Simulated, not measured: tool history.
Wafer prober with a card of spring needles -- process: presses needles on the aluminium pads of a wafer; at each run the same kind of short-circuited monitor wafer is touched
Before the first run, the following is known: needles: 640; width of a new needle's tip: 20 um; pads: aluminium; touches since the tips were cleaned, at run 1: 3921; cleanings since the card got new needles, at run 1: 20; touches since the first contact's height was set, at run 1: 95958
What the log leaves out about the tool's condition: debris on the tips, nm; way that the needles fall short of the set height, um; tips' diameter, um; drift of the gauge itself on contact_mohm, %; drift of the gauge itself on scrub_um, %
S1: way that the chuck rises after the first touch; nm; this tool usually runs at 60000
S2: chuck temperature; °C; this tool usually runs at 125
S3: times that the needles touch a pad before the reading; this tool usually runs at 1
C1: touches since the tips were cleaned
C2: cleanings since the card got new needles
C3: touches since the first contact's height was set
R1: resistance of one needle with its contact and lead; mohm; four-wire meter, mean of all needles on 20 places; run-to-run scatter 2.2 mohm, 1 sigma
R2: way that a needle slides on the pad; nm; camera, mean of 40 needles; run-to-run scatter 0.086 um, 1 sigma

run 1 hour=0 | S1=60000 S2=125 S3=1 | C1=3921 C2=20 C3=95958 | R1=406 R2=16060
-- hour=0.5 tips cleaned on abrasive film
run 2 hour=6.2 | S1=60000 S2=125 S3=1 | C1=2163 C2=21 C3=98291 | R1=453 R2=16130
-- hour=11.3 tips cleaned on abrasive film
-- hour=15.5 tips cleaned on abrasive film, once more
run 3 hour=15.5 | S1=60000 S2=125 S3=1 | C1=0 C2=23 C3=101782 | R1=259 R2=15960
run 4 hour=24.9 | S1=60000 S2=125 S3=1 | C1=3568 C2=23 C3=105350 | R1=419 R2=16040
-- hour=26.1 tips cleaned on abrasive film
run 5 hour=29 | S1=60000 S2=125 S3=1 | C1=1100 C2=24 C3=106882 | R1=338 R2=16010
run 6 hour=34.8 | S1=60000 S2=125 S3=1 | C1=3327 C2=24 C3=109109 | R1=415 R2=15940
-- hour=36.7 tips cleaned on abrasive film
run 7 hour=41.3 | S1=60000 S2=125 S3=1 | C1=1742 C2=25 C3=111557 | R1=384 R2=15880
-- hour=47.2 tips cleaned on abrasive film
run 8 hour=48.5 | S1=60000 S2=125 S3=1 | C1=480 C2=26 C3=114270 | R1=306 R2=16090
run 9 hour=57.1 | S1=60000 S2=125 S3=1 | C1=3758 C2=26 C3=117548 | R1=431 R2=16000
-- hour=58.1 tips cleaned on abrasive film
run 10 hour=66.6 | S1=60000 S2=125 S3=1 | C1=3283 C2=27 C3=121171 | R1=416 R2=16070
-- hour=68.6 tips cleaned on abrasive film
run 11 hour=72.2 | S1=60000 S2=125 S3=2 | C1=1384 C2=28 C3=123274 | R1=315 R2=15970
run 12 hour=77.1 | S1=47000 S2=125 S3=2 | C1=3260 C2=28 C3=125150 | R1=420 R2=12380
-- hour=79.1 tips cleaned on abrasive film
run 13 hour=82.2 | S1=47000 S2=125 S3=2 | C1=1194 C2=29 C3=127040 | R1=359 R2=12410
-- hour=89.8 tips cleaned on abrasive film
run 14 hour=91.9 | S1=47000 S2=125 S3=2 | C1=780 C2=30 C3=130697 | R1=334 R2=12330
-- hour=92.6 height of the first contact set anew
run 15 hour=99.7 | S1=47000 S2=125 S3=2 | C1=3659 C2=30 C3=2714 | R1=410 R2=13100
-- hour=100.6 tips cleaned on abrasive film
run 16 hour=109.5 | S1=49000 S2=82 S3=1 | C1=3376 C2=31 C3=6410 | R1=498 R2=13630
-- hour=111.8 tips cleaned on abrasive film
run 17 hour=114.5 | S1=70000 S2=77 S3=1 | C1=1041 C2=32 C3=8311 | R1=303 R2=19350
run 18 hour=118.5 | S1=60000 S2=125 S3=1 | C1=2561 C2=32 C3=9831 | R1=393 R2=16800
-- hour=123 tips cleaned on abrasive film
run 19 hour=128.1 | S1=60000 S2=116 S3=2 | C1=1964 C2=33 C3=13473 | R1=326 R2=16700

Predict the results of run 20:
run 20 hour=133.1 | S1=60000 S2=69 S3=1 | C1=3869 C2=33 C3=15378 | R1=? R2=?

{"run 20": {"R1": 419, "R2": 16640}}
Were there no unlogged condition in the tool, this run, its random variation unchanged, would have produced R1 230 mohm, R2 16690 nm.
